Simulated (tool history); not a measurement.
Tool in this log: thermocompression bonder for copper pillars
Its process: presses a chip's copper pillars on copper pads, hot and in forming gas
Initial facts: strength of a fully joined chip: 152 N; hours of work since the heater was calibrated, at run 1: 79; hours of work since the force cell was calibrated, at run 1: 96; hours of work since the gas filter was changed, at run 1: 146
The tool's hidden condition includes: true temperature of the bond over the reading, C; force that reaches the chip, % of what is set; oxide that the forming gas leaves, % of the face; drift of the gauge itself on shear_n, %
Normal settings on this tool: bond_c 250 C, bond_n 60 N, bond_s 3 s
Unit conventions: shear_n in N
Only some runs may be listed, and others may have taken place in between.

run	day	bond_c	bond_n	bond_s	hours of work since the heater was calibrated	hours of work since the force cell was calibrated	hours of work since the gas filter was changed	shear_n
1	0	250	60	3	79	96	146	59.8
2	1.008	250	60	3	93	110	159	57.7
3	1.7	250	60	3	102	119	169	60.2
4	2.462	250	57	3	112	129	179	56.6
5	3.158	250	57	8	122	139	188	80.1
6	3.754	250	57	8	130	147	196	82.4
7	4.425	250	60	3	139	156	205	58.4
8	5.167	250	60	3	148	165	215	58.2
9	6.062	250	60	3	160	177	227	58.4
10	6.888	250	60	3	171	188	238	58.4
11	7.296	250	60	3	177	194	243	58.5
12	7.917	250	60	3	185	202	252	57.2
13	8.35	250	60	3	191	208	257	57.4
14	8.908	250	60	3	198	215	265	58
15	9.454	250	60	3	206	223	272	56.3
16	10.225	250	60	2	216	233	282	47.9
17	10.65	250	60	2	222	239	288	50
18	11.583	250	60	3	234	251	300	55.3
19	12.192	250	87	3	242	259	309	69.3
20	12.6	250	60	2	248	265	314	47.5
21	13.612	249	81	2	261	278	328	56.5
22	14.538	249	81	2	274	291	340	56.4
# day 14.704: heater calibrated with a thermocouple chip
23	15.158	267	61	3	6	298	347	71.7
24	15.871	264	61	6	16	307	357	85.2
25	16.388	277	42	2	23	314	364	58.7
26	17.146	277	42	2	33	324	374	59.2
27	17.567	264	62	2	38	330	379	59.1
# day 17.879: forming gas filter changed
28	18.008	264	62	2	44	336	2	65.1
# day 18.562: heater calibrated with a thermocouple chip, once more
29	18.608	229	62	2	1	342	9	36
30	19.454	229	62	2	12	354	20	36.5
31	20.333	271	36	3	24	365	32	64.2
32	21.025	252	76	3	33	375	41	74.9
33	22.038	252	76	3	46	388	54	73.2
34	22.517	264	76	3	53	395	61	84.2
35	22.979	264	76	3	59	401	67	88.8
36	23.575	235	47	3	67	409	75	39.4
37	24.112	250	85	3	74	416	82	76.5
38	25.008	228	90	6	86	428	94	67.9
39	25.988	250	62	7	99	441	107	81.6

Each row is a separate what-if for the run after 39, all from the same tool condition, not one after another. Results?
A	26.912	279	65	4	112	453	120	?
B	26.912	250	38	3	112	453	120	?
C	26.912	255	76	9	112	453	120	?

run	shear_n
A	103.4
B	45.4
C	104.1
With the hidden condition removed and each run's random variation left untouched, the same runs would have given:
run	shear_n
A	107.6
B	47.8
C	108.4
